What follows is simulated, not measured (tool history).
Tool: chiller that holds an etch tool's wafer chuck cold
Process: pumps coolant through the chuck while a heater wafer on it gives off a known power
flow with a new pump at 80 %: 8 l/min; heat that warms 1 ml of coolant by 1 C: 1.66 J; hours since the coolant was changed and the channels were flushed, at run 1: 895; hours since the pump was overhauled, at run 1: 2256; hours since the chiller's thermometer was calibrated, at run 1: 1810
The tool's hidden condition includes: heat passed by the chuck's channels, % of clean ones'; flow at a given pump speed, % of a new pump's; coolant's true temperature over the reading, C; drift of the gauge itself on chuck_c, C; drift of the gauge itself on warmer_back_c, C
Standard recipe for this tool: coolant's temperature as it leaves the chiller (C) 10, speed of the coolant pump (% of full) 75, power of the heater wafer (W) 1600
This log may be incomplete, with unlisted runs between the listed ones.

run    hour  coolant's temperature as it leaves the chiller (C)  speed of the coolant pump (% of full)  power of the heater wafer (W)  hours since the coolant was changed and the channels were flushed  hours since the pump was overhauled  hours since the chiller's thermometer was calibrated  chuck's temperature once it has settled (C)  how much warmer the coolant comes back (C)
  1     0.0                                                  10                                     75                           1600                                                                895                                 2256                                                  1810                                         28.3                                        7.70
  2    39.3                                                  10                                     75                           1600                                                                934                                 2295                                                  1850                                         28.8                                        7.79
  3    95.5                                                  10                                     75                           1600                                                                990                                 2351                                                  1906                                         28.5                                        7.81
  4   130.4                                                  10                                     75                           1600                                                               1025                                 2386                                                  1941                                         28.8                                        7.86
  5   185.0                                                  10                                     75                           1600                                                               1080                                 2441                                                  1995                                         28.8                                        7.73
  6   237.3                                                  10                                     75                           1600                                                               1132                                 2493                                                  2048                                         28.6                                        7.67
  7   271.8                                                  10                                     61                           1600                                                               1166                                 2527                                                  2082                                         32.1                                        9.69
  8   303.3                                                  10                                     75                           1600                                                               1198                                 2559                                                  2114                                         28.6                                        7.76
  9   338.0                                                  10                                     75                           1600                                                               1233                                 2594                                                  2148                                         28.6                                        7.77
 10   388.9                                                  10                                     75                           1373                                                               1284                                 2644                                                  2199                                         26.1                                        6.59
 11   439.3                                                  10                                     75                           1600                                                               1334                                 2695                                                  2250                                         28.6                                        7.73
 12   483.1                                                  10                                     75                           1600                                                               1378                                 2739                                                  2293                                         28.6                                        7.74
 13   520.3                                                  10                                     75                           1600                                                               1415                                 2776                                                  2331                                         28.7                                        7.85
 14   547.8                                                  10                                     75                           1600                                                               1442                                 2803                                                  2358                                         28.7                                        7.78
 15   593.9                                                  10                                     75                           1600                                                               1489                                 2849                                                  2404                                         28.5                                        7.70
 16   646.0                                                  10                                     75                           1600                                                               1541                                 2902                                                  2456                                         28.8                                        7.78
 17   695.8                                                  18                                     78                           1600                                                               1590                                 2951                                                  2506                                         36.1                                        7.40
 18   744.4                                                   1                                     71                           1600                                                               1639                                 3000                                                  2555                                         20.3                                        8.21
 19   777.9                                                   1                                     68                           1213                                                               1673                                 3034                                                  2588                                         16.3                                        6.54
 20   826.1                                                  10                                     77                           1388                                                               1721                                 3082                                                  2636                                         25.9                                        6.50
 21   869.9                                                  10                                     77                           1494                                                               1765                                 3125                                                  2680                                         27.1                                        7.01
 22   921.5                                                  12                                     62                            919                                                               1816                                 3177                                                  2732                                         24.5                                        5.45
 23   966.3                                                  10                                     60                           1950                                                               1861                                 3222                                                  2777                                         37.3                                       12.03
 24   989.1                                                  10                                     60                           1950                                                               1884                                 3245                                                  2799                                         36.9                                       11.95
 25  1018.7                                                  10                                     75                           1216                                                               1913                                 3274                                                  2829                                         24.0                                        5.96
 26  1072.2                                                   1                                     78                           1864                                                               1967                                 3328                                                  2882                                         22.2                                        8.72
 27  1125.1                                                  10                                     67                           1199                                                               2020                                 3381                                                  2935                                         25.2                                        6.53
 28  1163.8                                                  10                                     67                           1199                                                               2058                                 3419                                                  2974                                         25.3                                        6.59
 29  1187.1                                                  10                                     67                           1199                                                               2082                                 3443                                                  2997                                         25.2                                        6.45
 30  1233.7                                                  10                                     67                           1199                                                               2128                                 3489                                                  3044                                         25.1                                        6.53
 31  1260.9                                                  18                                     87                           1307                                                               2156                                 3517                                                  3071                                         31.5                                        5.42

Forecast each of these 4 alternatives for the next run:
  A  1298.3                                                   9                                     87                           1152                                                               2193                                 3554                                                  3109                                            ?                                           ?
  B  1298.3                                                  18                                     87                           1891                                                               2193                                 3554                                                  3109                                            ?                                           ?
  C  1298.3                                                  20                                     67                           2172                                                               2193                                 3554                                                  3109                                            ?                                           ?
  D  1298.3                                                  18                                     80                           1745                                                               2193                                 3554                                                  3109                                            ?                                           ?

run  chuck's temperature once it has settled (C)  how much warmer the coolant comes back (C)
  A                                         20.9                                        4.78
  B                                         37.5                                        7.83
  C                                         47.6                                       11.80
  D                                         37.4                                        7.91
Had the tool no hidden state, the same runs would have come out as:
run  chuck's temperature once it has settled (C)  how much warmer the coolant comes back (C)
  A                                         20.9                                        4.78
  B                                         37.5                                        7.82
  C                                         47.6                                       11.80
  D                                         37.4                                        7.91
